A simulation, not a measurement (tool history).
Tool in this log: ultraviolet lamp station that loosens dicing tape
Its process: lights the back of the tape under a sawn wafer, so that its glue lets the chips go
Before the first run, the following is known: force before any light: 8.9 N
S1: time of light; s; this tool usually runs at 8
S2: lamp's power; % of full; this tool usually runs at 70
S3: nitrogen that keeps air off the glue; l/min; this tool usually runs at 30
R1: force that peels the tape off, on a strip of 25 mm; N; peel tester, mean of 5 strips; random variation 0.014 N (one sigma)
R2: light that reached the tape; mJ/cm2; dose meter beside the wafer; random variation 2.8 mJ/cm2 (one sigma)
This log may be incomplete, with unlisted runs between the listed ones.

run	hour	S1	S2	S3	R1	R2
1	0.0	8	70	30	0.668	400
2	11.1	8	70	30	0.654	404
3	24.6	8	70	30	0.655	402
4	37.3	8	70	30	0.650	402
5	45.2	8	70	30	0.668	398
6	52.6	8	61	30	0.878	346
7	60.7	8	61	30	0.863	346
8	71.9	15	86	12	0.262	920
9	83.6	15	86	12	0.274	922
10	96.4	7	69	29	0.899	343
11	107.7	4	97	52	0.897	278
12	117.9	7	85	42	0.434	420

4 options for the next run, each taken on its own from the tool as it stands now. Forecast them:
A	132.3	7	67	21	?	?
B	132.3	13	85	10	?	?
C	132.3	15	65	11	?	?
D	132.3	8	77	52	?	?

run	R1	R2
A	1.209	334
B	0.430	781
C	0.518	691
D	0.354	436
What these runs would have given with no unlogged condition in the tool:
run	R1	R2
A	1.206	335
B	0.429	782
C	0.517	692
D	0.353	436
